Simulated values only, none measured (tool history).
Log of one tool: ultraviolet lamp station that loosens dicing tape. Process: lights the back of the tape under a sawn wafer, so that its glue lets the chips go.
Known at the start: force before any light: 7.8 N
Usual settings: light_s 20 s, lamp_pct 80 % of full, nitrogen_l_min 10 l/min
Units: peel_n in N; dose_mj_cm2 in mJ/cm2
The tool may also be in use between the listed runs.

run   hour  light_s  lamp_pct  nitrogen_l_min  peel_n  dose_mj_cm2
  1      0       20        80              10     0.5          256
  2    5.7       20        80              10   0.524          254
  3   12.5       20        79              10   0.528          250
  4   23.2       20        79              10    0.53          252
  5   31.3       20        79              10   0.514          247
  6   43.7       11        80              10    1.54          140
  7   53.2       11        80              10   1.575          139
  8   63.6       20        80               5   0.851          255
  9   76.9       20        80               5   0.857          251
 10   89.8       20        80               5   0.921          253
 11   99.1       20        94              10   0.383          291
 12  105.9       20        94              10   0.386          295
 13  118.4       20        94              10   0.371          291
 14  129.5       20        94              10   0.395          289
 15  136.1       20        94              10     0.4          287
 16  147.7       20        94              10   0.389          285
 17  158.2       20        94              15   0.311          288
 18    166       20        80              10   0.556          247
 19  172.7       20        80              10   0.539          241
 20  183.7       20        80              10   0.559          242
 21  193.9       20        99              10   0.362          303
 22  203.7       20        99              10   0.352          302
 23  216.4       17        66              10   1.186          169
 24  224.8       11        94              10   1.271          155
 25  233.8       11        89               5   2.061          147
     235.4  -- window cleaned of glue's vapour
 26  243.6       15        76              11   1.026          167
 27  250.2       40        74              15   0.181          438
 28  256.9       29        77              18   0.224          326
       262  -- window cleaned of glue's vapour, once more
 29  266.8       40        85              12   0.189          531
 30  278.2       19        96               4   0.824          289
 31  289.9       11        65               7   2.417          110
 32  301.2       10        67               7   2.721          104
 33  309.2       12        71               5   2.386          130
 34  317.7       12        71               5   2.348          128
 35    325       12        71               5   2.397          125
 36  332.5       23        85               9   0.392          300
 37    338       20        95              16   0.279          287
 38  349.7       20        95               5   0.664          293
 39    359       20        95               5   0.684          290
 40  367.9       37        64              10   0.268          357
 41  373.4       35        92               5   0.251          489
 42  379.5       20        63              18   0.634          188
 43    390       20        63              18   0.677          187

Forecast each of these 3 alternatives for the next run:
  A   403       38        80               6       ?            ?
  B   403       14        63               5       ?            ?
  C   403       28        80              10       ?            ?

run  peel_n  dose_mj_cm2
  A   0.237          459
  B   2.313          131
  C   0.292          339
Without the tool's hidden state the same runs would have given:
run  peel_n  dose_mj_cm2
  A   0.208          509
  B   2.043          145
  C   0.248          375
